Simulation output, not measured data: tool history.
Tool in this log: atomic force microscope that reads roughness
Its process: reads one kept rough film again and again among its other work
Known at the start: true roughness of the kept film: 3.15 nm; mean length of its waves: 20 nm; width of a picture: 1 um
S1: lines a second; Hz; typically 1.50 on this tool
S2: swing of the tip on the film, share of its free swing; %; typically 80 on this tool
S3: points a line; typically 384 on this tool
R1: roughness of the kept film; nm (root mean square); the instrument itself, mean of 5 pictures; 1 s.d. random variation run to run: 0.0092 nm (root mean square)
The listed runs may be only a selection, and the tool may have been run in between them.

Run 1, day 0.000: usual settings. Result: R1 1.807 nm (root mean square).
Run 2, day 1.708: usual settings. Result: R1 1.678 nm (root mean square).
Run 3, day 4.217: usual settings. Result: R1 1.528 nm (root mean square).
Run 4, day 5.608: usual settings. Result: R1 1.442 nm (root mean square).
Run 5, day 7.754: usual settings. Result: R1 1.337 nm (root mean square).
At day 8.575: new tip fitted.
Run 6, day 10.300: usual settings. Result: R1 1.902 nm (root mean square).
Run 7, day 12.629: usual settings but S1 0.77 Hz. Result: R1 1.840 nm (root mean square).
Run 8, day 15.504: usual settings but S1 0.77 Hz. Result: R1 1.620 nm (root mean square).
Run 9, day 18.733: usual settings but S1 0.77 Hz. Result: R1 1.430 nm (root mean square).
At day 19.796: new tip fitted.
Run 10, day 20.567: usual settings but S1 0.77 Hz. Result: R1 2.126 nm (root mean square).
Run 11, day 23.575: usual settings but S1 0.77 Hz. Result: R1 1.895 nm (root mean square).
Run 12, day 25.138: usual settings but S1 0.77 Hz. Result: R1 1.783 nm (root mean square).
Run 13, day 27.696: usual settings. Result: R1 1.504 nm (root mean square).
Run 14, day 30.458: usual settings. Result: R1 1.372 nm (root mean square).
At day 31.096: new tip fitted.
Run 15, day 32.288: usual settings. Result: R1 1.951 nm (root mean square).
Run 16, day 35.533: usual settings. Result: R1 1.685 nm (root mean square).
Run 17, day 38.921: usual settings. Result: R1 1.480 nm (root mean square).
Run 18, day 42.117: usual settings. Result: R1 1.324 nm (root mean square).
At day 42.483: new tip fitted.
Run 19, day 43.983: usual settings. Result: R1 1.926 nm (root mean square).
Run 20, day 46.217: usual settings. Result: R1 1.769 nm (root mean square).
Run 21, day 47.688: usual settings. Result: R1 1.664 nm (root mean square).
Run 22, day 50.896: usual settings but S3 594. Result: R1 1.488 nm (root mean square).
Run 23, day 52.808: usual settings but S3 594. Result: R1 1.395 nm (root mean square).
At day 53.871: new tip fitted.
Run 24, day 54.708: usual settings but S2 72 %, S3 594. Result: R1 2.104 nm (root mean square).
Run 25, day 56.808: usual settings but S2 72 %, S3 594. Result: R1 1.897 nm (root mean square).
At day 57.075: height scale calibrated on a step standard.
Run 26, day 60.275: usual settings but S2 72 %, S3 594. Result: R1 1.640 nm (root mean square).
Run 27, day 63.279: usual settings but S1 1.96 Hz, S2 72 %, S3 857. Result: R1 1.424 nm (root mean square).
At day 65.262: new tip fitted.
Run 28, day 65.908: usual settings but S1 2.38 Hz, S2 72 %, S3 533. Result: R1 1.998 nm (root mean square).
Run 29, day 67.712: usual settings but S1 2.52 Hz. Result: R1 1.676 nm (root mean square).
Run 30, day 69.717: usual settings but S1 2.52 Hz. Result: R1 1.546 nm (root mean square).
Run 31, day 73.117: usual settings but S1 0.72 Hz, S2 57 %, S3 357. Result: R1 1.638 nm (root mean square).
Run 32, day 75.288: usual settings but S1 3.04 Hz, S2 81 %, S3 388. Result: R1 1.186 nm (root mean square).
At day 76.708: new tip fitted.
Run 33, day 78.558: usual settings but S1 3.04 Hz, S2 81 %, S3 388. Result: R1 1.622 nm (root mean square).
Run 34, day 81.775: usual settings but S1 0.86 Hz. Result: R1 1.699 nm (root mean square).
Run 35, day 85.012: usual settings but S1 0.86 Hz, S3 511. Result: R1 1.509 nm (root mean square).
Run 36, day 87.233: usual settings but S1 0.53 Hz, S3 511. Result: R1 1.458 nm (root mean square).
At day 88.008: new tip fitted.
Run 37, day 88.675: usual settings but S1 2.58 Hz, S2 83 %, S3 361. Result: R1 1.762 nm (root mean square).
Run 38, day 91.558: usual settings but S1 2.35 Hz, S2 83 %, S3 353. Result: R1 1.594 nm (root mean square).
Run 39, day 94.392: usual settings but S1 0.81 Hz, S2 75 %, S3 295. Result: R1 1.651 nm (root mean square).
Run 40, day 97.217: usual settings but S1 2.26 Hz, S2 56 %. Result: R1 1.513 nm (root mean square).
At day 99.379: new tip fitted.
Run 41, day 100.196: usual settings but S1 2.26 Hz, S2 56 %. Result: R1 2.105 nm (root mean square).
Run 42, day 101.996: usual settings but S1 3.26 Hz, S2 75 %, S3 506. Result: R1 1.674 nm (root mean square).
Run 43, day 103.550: usual settings but S1 3.26 Hz, S2 75 %, S3 847. Result: R1 1.564 nm (root mean square).
Run 44, day 106.879: usual settings but S1 3.26 Hz, S2 75 %, S3 847. Result: R1 1.371 nm (root mean square).
Run 45, day 109.412: usual settings but S1 0.53 Hz, S2 67 %, S3 693. Result: R1 1.520 nm (root mean square).
At day 110.808: new tip fitted.
Run 46, day 111.921: usual settings but S1 0.53 Hz, S2 67 %, S3 693. Result: R1 2.204 nm (root mean square).
Run 47, day 113.504: usual settings but S1 0.53 Hz, S2 67 %, S3 693. Result: R1 2.050 nm (root mean square).
Run 48, day 115.054: usual settings but S1 0.52 Hz, S2 83 %, S3 836. Result: R1 1.869 nm (root mean square).
Run 49, day 117.125: usual settings but S1 3.44 Hz, S2 76 %. Result: R1 1.424 nm (root mean square).

Each row is a separate what-if for the run after 49, all from the same tool condition, not one after another. Results?
Run A, day 119.308: usual settings but S1 0.62 Hz, S2 58 %, S3 431. Result: R1 ?.
Run B, day 119.308: usual settings but S1 1.63 Hz, S3 560. Result: R1 ?.
Run C, day 119.308: usual settings but S1 1.34 Hz, S2 67 %, S3 486. Result: R1 ?.

run     R1
  A  1.613
  B  1.429
  C  1.558
Without the tool's hidden state the same runs would have given:
run     R1
  A  2.324
  B  2.061
  C  2.244

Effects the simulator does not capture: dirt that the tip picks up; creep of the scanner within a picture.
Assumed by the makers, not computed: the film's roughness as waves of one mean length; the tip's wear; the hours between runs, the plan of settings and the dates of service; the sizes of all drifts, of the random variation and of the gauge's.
